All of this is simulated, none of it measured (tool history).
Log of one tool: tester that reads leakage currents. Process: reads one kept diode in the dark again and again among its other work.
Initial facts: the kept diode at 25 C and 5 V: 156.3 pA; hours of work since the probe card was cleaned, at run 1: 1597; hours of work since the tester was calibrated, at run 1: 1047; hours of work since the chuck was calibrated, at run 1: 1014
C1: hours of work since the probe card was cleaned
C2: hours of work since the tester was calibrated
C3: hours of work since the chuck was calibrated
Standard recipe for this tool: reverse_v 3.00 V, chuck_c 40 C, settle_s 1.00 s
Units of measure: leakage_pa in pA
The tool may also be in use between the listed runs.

Run 1, hour 0.0: usual settings; C1 1597; C2 1047; C3 1014. Result: leakage_pa 380.84 pA.
Run 2, hour 16.6: usual settings but chuck_c 38 C; C1 1610; C2 1060; C3 1027. Result: leakage_pa 328.58 pA.
Run 3, hour 39.7: usual settings but chuck_c 49 C; C1 1628; C2 1078; C3 1044. Result: leakage_pa 722.36 pA.
At hour 52.5: probe card cleaned and baked.
Run 4, hour 73.7: usual settings but reverse_v 1.16 V; C1 16; C2 1101; C3 1068. Result: leakage_pa 226.30 pA.
Run 5, hour 96.9: usual settings but reverse_v 1.16 V; C1 34; C2 1119; C3 1086. Result: leakage_pa 225.40 pA.
Run 6, hour 120.7: usual settings but reverse_v 1.16 V; C1 52; C2 1137; C3 1104. Result: leakage_pa 226.34 pA.
Run 7, hour 148.6: usual settings but reverse_v 1.16 V, settle_s 1.23 s; C1 74; C2 1159; C3 1125. Result: leakage_pa 226.94 pA.
Run 8, hour 166.5: usual settings; C1 87; C2 1172; C3 1139. Result: leakage_pa 381.17 pA.
Run 9, hour 198.1: usual settings; C1 111; C2 1197; C3 1163. Result: leakage_pa 378.57 pA.
Run 10, hour 222.5: usual settings; C1 130; C2 1215; C3 1182. Result: leakage_pa 381.09 pA.
Run 11, hour 237.3: usual settings; C1 141; C2 1227; C3 1193. Result: leakage_pa 380.17 pA.
Run 12, hour 259.3: usual settings; C1 158; C2 1243; C3 1210. Result: leakage_pa 380.45 pA.
Run 13, hour 277.0: usual settings; C1 172; C2 1257; C3 1223. Result: leakage_pa 380.04 pA.
Run 14, hour 311.6: usual settings but reverse_v 1.47 V; C1 198; C2 1283; C3 1250. Result: leakage_pa 258.69 pA.
Run 15, hour 333.4: usual settings but chuck_c 45 C; C1 215; C2 1300; C3 1267. Result: leakage_pa 546.35 pA.
Run 16, hour 352.5: usual settings; C1 230; C2 1315; C3 1281. Result: leakage_pa 378.83 pA.
Run 17, hour 376.6: usual settings; C1 248; C2 1333; C3 1300. Result: leakage_pa 381.94 pA.
Run 18, hour 406.2: usual settings; C1 271; C2 1356; C3 1322. Result: leakage_pa 380.50 pA.
Run 19, hour 421.2: usual settings; C1 282; C2 1367; C3 1334. Result: leakage_pa 379.42 pA.
Run 20, hour 439.4: usual settings but reverse_v 5.46 V; C1 296; C2 1381; C3 1348. Result: leakage_pa 526.49 pA.
Run 21, hour 462.7: usual settings but reverse_v 2.64 V, chuck_c 37 C, settle_s 7.13 s; C1 314; C2 1399; C3 1366. Result: leakage_pa 282.71 pA.
Run 22, hour 479.0: usual settings but reverse_v 8.14 V, chuck_c 22 C, settle_s 3.66 s; C1 326; C2 1412; C3 1378. Result: leakage_pa 159.40 pA.
Run 23, hour 503.3: usual settings but reverse_v 4.42 V, chuck_c 56 C, settle_s 2.81 s; C1 345; C2 1430; C3 1397. Result: leakage_pa 1442.72 pA.
Run 24, hour 527.2: usual settings but reverse_v 4.42 V, chuck_c 56 C, settle_s 2.81 s; C1 363; C2 1448; C3 1415. Result: leakage_pa 1442.08 pA.
Run 25, hour 557.3: usual settings but reverse_v 13.26 V, chuck_c 27 C, settle_s 3.33 s; C1 386; C2 1471; C3 1438. Result: leakage_pa 315.34 pA.
Run 26, hour 581.3: usual settings but reverse_v 13.26 V, chuck_c 27 C, settle_s 3.33 s; C1 405; C2 1490; C3 1456. Result: leakage_pa 313.38 pA.
Run 27, hour 606.0: usual settings but reverse_v 19.26 V, chuck_c 48 C, settle_s 1.14 s; C1 424; C2 1509; C3 1475. Result: leakage_pa 1847.43 pA.
Run 28, hour 625.9: usual settings but reverse_v 1.19 V, chuck_c 30 C, settle_s 0.89 s; C1 439; C2 1524; C3 1490. Result: leakage_pa 107.54 pA.
Run 29, hour 655.3: usual settings but reverse_v 2.64 V, chuck_c 46 C, settle_s 0.79 s; C1 461; C2 1546; C3 1513. Result: leakage_pa 546.37 pA.
Run 30, hour 681.7: usual settings but reverse_v 2.64 V, chuck_c 46 C, settle_s 0.79 s; C1 482; C2 1567; C3 1533. Result: leakage_pa 548.49 pA.
Run 31, hour 705.9: usual settings but reverse_v 4.16 V, chuck_c 28 C; C1 500; C2 1585; C3 1552. Result: leakage_pa 180.94 pA.
Run 32, hour 741.2: usual settings but reverse_v 4.16 V, chuck_c 28 C; C1 527; C2 1612; C3 1579. Result: leakage_pa 182.52 pA.
Run 33, hour 763.2: usual settings but reverse_v 4.16 V, chuck_c 28 C; C1 544; C2 1629; C3 1596. Result: leakage_pa 180.69 pA.
Run 34, hour 779.2: usual settings but reverse_v 1.45 V, settle_s 5.85 s; C1 556; C2 1641; C3 1608. Result: leakage_pa 255.66 pA.
Run 35, hour 797.9: usual settings but reverse_v 19.51 V, settle_s 1.22 s; C1 570; C2 1656; C3 1622. Result: leakage_pa 1047.90 pA.
Run 36, hour 832.0: usual settings but reverse_v 3.54 V, chuck_c 45 C; C1 596; C2 1682; C3 1648. Result: leakage_pa 597.04 pA.
Run 37, hour 862.5: usual settings but reverse_v 3.54 V, chuck_c 45 C; C1 620; C2 1705; C3 1672. Result: leakage_pa 595.50 pA.
Run 38, hour 889.4: usual settings but reverse_v 3.54 V, chuck_c 45 C; C1 640; C2 1726; C3 1692. Result: leakage_pa 596.98 pA.
Run 39, hour 908.3: usual settings but reverse_v 3.54 V, chuck_c 45 C; C1 655; C2 1740; C3 1707. Result: leakage_pa 597.66 pA.
Run 40, hour 932.5: usual settings but reverse_v 4.09 V, chuck_c 25 C; C1 673; C2 1759; C3 1725. Result: leakage_pa 141.52 pA.

Here are 4 independent what-if runs from the current tool condition. What would each one return?
Run A, hour 964.6: usual settings but settle_s 0.44 s; C1 698; C2 1783; C3 1750. Result: leakage_pa ?.
Run B, hour 964.6: usual settings but reverse_v 4.09 V, chuck_c 25 C, settle_s 0.33 s; C1 698; C2 1783; C3 1750. Result: leakage_pa ?.
Run C, hour 964.6: usual settings but chuck_c 39 C, settle_s 0.33 s; C1 698; C2 1783; C3 1750. Result: leakage_pa ?.
Run D, hour 964.6: usual settings but reverse_v 1.16 V, chuck_c 34 C, settle_s 7.57 s; C1 698; C2 1783; C3 1750. Result: leakage_pa ?.

run  leakage_pa
  A      377.48
  B      142.48
  C      355.36
  D      144.41
Take away the tool's hidden state, keep each run's random variation, and the runs would have read:
run  leakage_pa
  A      377.08
  B      142.27
  C      354.97
  D      144.25
